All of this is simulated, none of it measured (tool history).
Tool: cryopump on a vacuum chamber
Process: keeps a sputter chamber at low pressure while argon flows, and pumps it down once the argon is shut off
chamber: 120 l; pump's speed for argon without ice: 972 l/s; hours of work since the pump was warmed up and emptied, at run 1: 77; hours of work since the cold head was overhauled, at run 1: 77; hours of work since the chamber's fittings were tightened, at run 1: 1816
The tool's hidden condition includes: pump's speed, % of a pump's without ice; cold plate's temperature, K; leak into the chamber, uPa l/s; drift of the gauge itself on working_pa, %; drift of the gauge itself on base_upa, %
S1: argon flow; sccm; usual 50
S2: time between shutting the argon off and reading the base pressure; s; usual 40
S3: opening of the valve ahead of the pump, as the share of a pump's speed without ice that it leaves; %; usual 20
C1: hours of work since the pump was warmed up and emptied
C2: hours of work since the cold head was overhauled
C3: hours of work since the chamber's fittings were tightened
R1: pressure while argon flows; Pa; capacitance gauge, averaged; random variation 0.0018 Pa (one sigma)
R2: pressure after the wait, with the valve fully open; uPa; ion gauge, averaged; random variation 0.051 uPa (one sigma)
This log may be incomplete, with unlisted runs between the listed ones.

run	hour	S1	S2	S3	C1	C2	C3	R1	R2
1	0.0	50	40	20	77	77	1816	0.4360	4.00
2	9.4	50	40	20	81	81	1819	0.4363	3.91
3	23.0	50	40	20	87	87	1825	0.4374	4.00
4	33.4	50	40	20	91	91	1829	0.4374	4.06
5	48.5	50	115	20	97	97	1835	0.4375	2.34
6	55.8	50	40	20	100	100	1838	0.4363	4.12
7	68.3	30	40	20	105	105	1843	0.2621	4.13
8	85.0	30	40	20	112	112	1850	0.2622	4.19
9	101.8	30	40	20	119	119	1857	0.2651	4.03
10	118.8	30	40	20	125	125	1864	0.2599	4.14
11	135.6	30	40	20	132	132	1870	0.2612	4.12
12	142.9	30	40	20	135	135	1873	0.2619	4.22
13	158.8	30	40	20	142	142	1880	0.2629	4.17
14	175.7	50	40	20	148	148	1887	0.4398	4.23
15	188.7	50	40	20	154	154	1892	0.4384	4.21
16	202.0	50	40	20	159	159	1897	0.4371	4.19
17	209.2	50	40	20	162	162	1900	0.4394	4.19
18	217.9	50	40	20	165	165	1904	0.4364	4.14
19	233.5	52	69	20	172	172	1910	0.4565	3.10
20	244.5	50	97	20	176	176	1914	0.4409	2.60
21	258.3	22	101	55	182	182	1920	0.0702	2.50
22	266.4	22	101	55	185	185	1923	0.0710	2.48
23	276.3	22	101	55	189	189	1927	0.0726	2.53
24	286.6	39	21	51	193	193	1931	0.1355	6.87
25	303.4	50	145	20	200	200	1938	0.4391	2.26
26	311.4	50	40	17	203	203	1941	0.5158	4.21
27	319.3	49	40	20	206	206	1944	0.4280	4.19
28	332.9	87	142	20	212	212	1950	0.7681	2.22
29	348.6	87	142	20	218	218	1956	0.7647	2.21
30	363.0	25	86	32	224	224	1962	0.1379	2.78
31	378.2	50	153	36	230	230	1968	0.2453	2.19
32	392.8	58	40	20	236	236	1974	0.5126	4.15
33	400.2	51	213	34	239	239	1977	0.2658	1.93
34	407.6	51	28	34	242	242	1980	0.2653	5.41

Below are 3 alternative next runs, each starting from the tool's condition after run 34. Predict each:
A	419.4	22	173	46	247	247	1985	?	?
B	419.4	25	82	36	247	247	1985	?	?
C	419.4	40	94	26	247	247	1985	?	?

run	R1	R2
A	0.0847	2.14
B	0.1236	2.82
C	0.2717	2.62
The same runs, with their run-to-run variation unchanged, on a tool lacking any hidden condition would have given:
run	R1	R2
A	0.0826	1.00
B	0.1211	1.69
C	0.2677	1.48

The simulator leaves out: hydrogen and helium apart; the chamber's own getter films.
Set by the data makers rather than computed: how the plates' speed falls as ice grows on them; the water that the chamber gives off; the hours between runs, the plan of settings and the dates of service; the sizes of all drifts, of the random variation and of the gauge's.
